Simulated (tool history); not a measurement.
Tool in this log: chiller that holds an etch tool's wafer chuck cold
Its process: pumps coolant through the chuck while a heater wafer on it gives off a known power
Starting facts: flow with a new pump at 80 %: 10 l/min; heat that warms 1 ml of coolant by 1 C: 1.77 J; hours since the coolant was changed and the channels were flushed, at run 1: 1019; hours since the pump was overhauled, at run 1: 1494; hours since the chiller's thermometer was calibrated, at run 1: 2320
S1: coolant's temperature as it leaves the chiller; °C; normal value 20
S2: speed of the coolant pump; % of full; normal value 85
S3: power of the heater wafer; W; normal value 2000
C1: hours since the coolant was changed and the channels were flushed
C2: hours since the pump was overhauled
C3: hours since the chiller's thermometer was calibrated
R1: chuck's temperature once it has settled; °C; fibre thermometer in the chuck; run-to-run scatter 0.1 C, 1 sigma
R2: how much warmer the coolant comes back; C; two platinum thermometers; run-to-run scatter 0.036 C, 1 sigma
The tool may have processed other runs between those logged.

run 1 hour=0 | S1=20 S2=85 S3=2000 | C1=1019 C2=1494 C3=2320 | R1=33.7 R2=6.34
run 2 hour=24.9 | S1=20 S2=85 S3=2000 | C1=1044 C2=1519 C3=2345 | R1=33.6 R2=6.4
run 3 hour=47.7 | S1=20 S2=85 S3=2000 | C1=1066 C2=1542 C3=2368 | R1=33.7 R2=6.44
run 4 hour=78.6 | S1=20 S2=85 S3=2000 | C1=1097 C2=1573 C3=2399 | R1=33.7 R2=6.32
run 5 hour=131.6 | S1=20 S2=85 S3=2000 | C1=1150 C2=1626 C3=2452 | R1=33.7 R2=6.4
run 6 hour=163.7 | S1=20 S2=85 S3=2000 | C1=1182 C2=1658 C3=2484 | R1=33.5 R2=6.37
run 7 hour=190.8 | S1=20 S2=85 S3=2508 | C1=1210 C2=1685 C3=2511 | R1=37.1 R2=8
run 8 hour=237.4 | S1=20 S2=85 S3=2508 | C1=1256 C2=1731 C3=2558 | R1=37.1 R2=8.04
run 9 hour=274.9 | S1=20 S2=85 S3=2000 | C1=1294 C2=1769 C3=2595 | R1=33.6 R2=6.41
run 10 hour=308.7 | S1=20 S2=85 S3=2000 | C1=1328 C2=1803 C3=2629 | R1=33.6 R2=6.4
run 11 hour=332.8 | S1=20 S2=85 S3=2000 | C1=1352 C2=1827 C3=2653 | R1=33.6 R2=6.48
run 12 hour=387.2 | S1=20 S2=66 S3=2000 | C1=1406 C2=1881 C3=2707 | R1=36.1 R2=8.21
run 13 hour=418.3 | S1=20 S2=85 S3=1173 | C1=1437 C2=1912 C3=2739 | R1=27.9 R2=3.77
run 14 hour=469 | S1=20 S2=85 S3=2000 | C1=1488 C2=1963 C3=2789 | R1=33.6 R2=6.4
run 15 hour=509.8 | S1=20 S2=85 S3=2000 | C1=1529 C2=2004 C3=2830 | R1=33.4 R2=6.38
run 16 hour=534.1 | S1=20 S2=85 S3=2000 | C1=1553 C2=2028 C3=2854 | R1=33.5 R2=6.4
run 17 hour=575.2 | S1=13 S2=75 S3=1959 | C1=1594 C2=2069 C3=2895 | R1=27.7 R2=7.08
run 18 hour=625.5 | S1=13 S2=75 S3=1959 | C1=1644 C2=2119 C3=2946 | R1=27.3 R2=7.09
run 19 hour=655.9 | S1=13 S2=75 S3=1959 | C1=1675 C2=2150 C3=2976 | R1=27.7 R2=7.1
run 20 hour=678.6 | S1=13 S2=75 S3=1959 | C1=1697 C2=2173 C3=2999 | R1=27.6 R2=7.13
run 21 hour=719.6 | S1=24 S2=82 S3=2305 | C1=1738 C2=2214 C3=3040 | R1=40.1 R2=7.67
run 22 hour=755.1 | S1=25 S2=68 S3=1038 | C1=1774 C2=2249 C3=3075 | R1=33.2 R2=4.08
run 23 hour=791.9 | S1=26 S2=85 S3=1193 | C1=1811 C2=2286 C3=3112 | R1=34.1 R2=3.85
run 24 hour=820.9 | S1=14 S2=91 S3=2316 | C1=1840 C2=2315 C3=3141 | R1=29.1 R2=6.9
run 25 hour=859.2 | S1=14 S2=91 S3=1897 | C1=1878 C2=2353 C3=3179 | R1=26.5 R2=5.67
run 26 hour=909.2 | S1=14 S2=91 S3=1897 | C1=1928 C2=2403 C3=3229 | R1=26.3 R2=5.68
run 27 hour=934.1 | S1=14 S2=87 S3=1226 | C1=1953 C2=2428 C3=3254 | R1=22.2 R2=3.88
run 28 hour=988.8 | S1=14 S2=87 S3=1226 | C1=2008 C2=2483 C3=3309 | R1=22.2 R2=3.85

Run 29 is up next; what results do you expect?
run 29 hour=1021.7 | S1=14 S2=85 S3=2000 | C1=2041 C2=2516 C3=3342 | R1=? R2=?

R1: 27.7 °C
R2: 6.35 C
Had the tool carried no hidden state, the very same run would have given R1 27.7 °C, R2 6.35 C.
